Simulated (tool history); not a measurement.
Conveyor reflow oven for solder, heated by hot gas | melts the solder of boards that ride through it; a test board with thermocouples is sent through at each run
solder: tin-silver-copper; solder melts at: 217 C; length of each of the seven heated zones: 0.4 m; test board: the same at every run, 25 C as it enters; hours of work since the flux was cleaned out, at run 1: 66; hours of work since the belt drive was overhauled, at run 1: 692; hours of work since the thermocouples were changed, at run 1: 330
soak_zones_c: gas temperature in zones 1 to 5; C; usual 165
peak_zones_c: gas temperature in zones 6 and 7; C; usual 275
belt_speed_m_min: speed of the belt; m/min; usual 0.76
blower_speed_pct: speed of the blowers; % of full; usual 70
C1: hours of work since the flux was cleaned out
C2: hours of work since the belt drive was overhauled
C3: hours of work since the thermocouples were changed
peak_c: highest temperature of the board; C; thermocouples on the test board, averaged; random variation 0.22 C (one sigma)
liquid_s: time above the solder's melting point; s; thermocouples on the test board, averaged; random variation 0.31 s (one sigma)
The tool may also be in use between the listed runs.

{"run": 1, "hour": 0.0, "soak_zones_c": 165, "peak_zones_c": 275, "belt_speed_m_min": 0.76, "blower_speed_pct": 70, "C1": 66, "C2": 692, "C3": 330, "peak_c": 259.2, "liquid_s": 49.2}
{"run": 2, "hour": 41.5, "soak_zones_c": 165, "peak_zones_c": 275, "belt_speed_m_min": 0.76, "blower_speed_pct": 70, "C1": 92, "C2": 718, "C3": 356, "peak_c": 258.7, "liquid_s": 49.6}
{"run": 3, "hour": 60.9, "soak_zones_c": 165, "peak_zones_c": 275, "belt_speed_m_min": 0.852, "blower_speed_pct": 70, "C1": 104, "C2": 730, "C3": 368, "peak_c": 255.1, "liquid_s": 41.2}
{"run": 4, "hour": 86.3, "soak_zones_c": 165, "peak_zones_c": 275, "belt_speed_m_min": 0.852, "blower_speed_pct": 70, "C1": 119, "C2": 745, "C3": 383, "peak_c": 255, "liquid_s": 41.3}
{"run": 5, "hour": 120.6, "soak_zones_c": 165, "peak_zones_c": 275, "belt_speed_m_min": 0.76, "blower_speed_pct": 68, "C1": 140, "C2": 766, "C3": 404, "peak_c": 258.7, "liquid_s": 49}
{"run": 6, "hour": 152.0, "soak_zones_c": 165, "peak_zones_c": 275, "belt_speed_m_min": 0.76, "blower_speed_pct": 68, "C1": 160, "C2": 786, "C3": 424, "peak_c": 258.7, "liquid_s": 49.1}
{"hour": 169.8, "done": "flux residue cleaned out of gas plates and filters"}
{"run": 7, "hour": 189.2, "soak_zones_c": 165, "peak_zones_c": 275, "belt_speed_m_min": 0.76, "blower_speed_pct": 68, "C1": 12, "C2": 806, "C3": 444, "peak_c": 259.1, "liquid_s": 49.2}
{"run": 8, "hour": 232.0, "soak_zones_c": 165, "peak_zones_c": 275, "belt_speed_m_min": 0.76, "blower_speed_pct": 68, "C1": 38, "C2": 832, "C3": 470, "peak_c": 259.1, "liquid_s": 49.6}
{"run": 9, "hour": 270.9, "soak_zones_c": 165, "peak_zones_c": 275, "belt_speed_m_min": 0.76, "blower_speed_pct": 68, "C1": 62, "C2": 856, "C3": 494, "peak_c": 259.1, "liquid_s": 49.4}
{"run": 10, "hour": 308.5, "soak_zones_c": 165, "peak_zones_c": 275, "belt_speed_m_min": 0.76, "blower_speed_pct": 68, "C1": 85, "C2": 879, "C3": 517, "peak_c": 259.2, "liquid_s": 49.6}
{"hour": 314.5, "done": "belt drive overhauled, speed set with a stopwatch"}
{"run": 11, "hour": 347.1, "soak_zones_c": 165, "peak_zones_c": 282, "belt_speed_m_min": 0.76, "blower_speed_pct": 70, "C1": 107, "C2": 20, "C3": 538, "peak_c": 266.2, "liquid_s": 53.3}
{"run": 12, "hour": 388.1, "soak_zones_c": 162, "peak_zones_c": 275, "belt_speed_m_min": 0.76, "blower_speed_pct": 70, "C1": 132, "C2": 45, "C3": 564, "peak_c": 259.5, "liquid_s": 49.2}
{"run": 13, "hour": 432.0, "soak_zones_c": 162, "peak_zones_c": 275, "belt_speed_m_min": 0.76, "blower_speed_pct": 70, "C1": 159, "C2": 72, "C3": 591, "peak_c": 259, "liquid_s": 48.9}
{"hour": 453.4, "done": "flux residue cleaned out of gas plates and filters"}
{"hour": 461.0, "done": "thermocouples of zones 6 and 7 changed"}
{"run": 14, "hour": 484.0, "soak_zones_c": 162, "peak_zones_c": 275, "belt_speed_m_min": 0.76, "blower_speed_pct": 70, "C1": 18, "C2": 100, "C3": 14, "peak_c": 258.4, "liquid_s": 48.9}
{"hour": 512.3, "done": "belt drive overhauled, speed set with a stopwatch, once more"}
{"run": 15, "hour": 514.5, "soak_zones_c": 180, "peak_zones_c": 275, "belt_speed_m_min": 0.836, "blower_speed_pct": 73, "C1": 34, "C2": 1, "C3": 31, "peak_c": 258.2, "liquid_s": 47.3}
{"run": 16, "hour": 541.4, "soak_zones_c": 163, "peak_zones_c": 290, "belt_speed_m_min": 0.627, "blower_speed_pct": 78, "C1": 51, "C2": 18, "C3": 47, "peak_c": 278.9, "liquid_s": 68.8}
{"run": 17, "hour": 575.3, "soak_zones_c": 163, "peak_zones_c": 290, "belt_speed_m_min": 0.627, "blower_speed_pct": 78, "C1": 71, "C2": 39, "C3": 68, "peak_c": 279.1, "liquid_s": 68.2}
{"run": 18, "hour": 617.2, "soak_zones_c": 163, "peak_zones_c": 290, "belt_speed_m_min": 0.627, "blower_speed_pct": 78, "C1": 97, "C2": 65, "C3": 94, "peak_c": 279.2, "liquid_s": 68.4}
{"run": 19, "hour": 648.8, "soak_zones_c": 163, "peak_zones_c": 290, "belt_speed_m_min": 0.627, "blower_speed_pct": 78, "C1": 117, "C2": 84, "C3": 113, "peak_c": 278.8, "liquid_s": 69.2}
{"run": 20, "hour": 689.8, "soak_zones_c": 151, "peak_zones_c": 275, "belt_speed_m_min": 0.76, "blower_speed_pct": 85, "C1": 142, "C2": 109, "C3": 138, "peak_c": 259.1, "liquid_s": 45.4}
{"run": 21, "hour": 721.3, "soak_zones_c": 165, "peak_zones_c": 275, "belt_speed_m_min": 0.702, "blower_speed_pct": 51, "C1": 161, "C2": 129, "C3": 158, "peak_c": 254.2, "liquid_s": 49.2}
{"hour": 739.5, "done": "flux residue cleaned out of gas plates and filters"}
{"run": 22, "hour": 770.6, "soak_zones_c": 165, "peak_zones_c": 275, "belt_speed_m_min": 0.702, "blower_speed_pct": 51, "C1": 19, "C2": 156, "C3": 185, "peak_c": 255.2, "liquid_s": 49.5}

Run 23 comes next. What will it give?
{"run": 23, "hour": 812.3, "soak_zones_c": 165, "peak_zones_c": 288, "belt_speed_m_min": 0.76, "blower_speed_pct": 70, "C1": 45, "C2": 182, "C3": 211, "peak_c": "?", "liquid_s": "?"}

{"run 23": {"peak_c": 269.8, "liquid_s": 53.7}}
Without the tool's hidden state the same run would have given peak_c 269.6 C, liquid_s 53.2 s.

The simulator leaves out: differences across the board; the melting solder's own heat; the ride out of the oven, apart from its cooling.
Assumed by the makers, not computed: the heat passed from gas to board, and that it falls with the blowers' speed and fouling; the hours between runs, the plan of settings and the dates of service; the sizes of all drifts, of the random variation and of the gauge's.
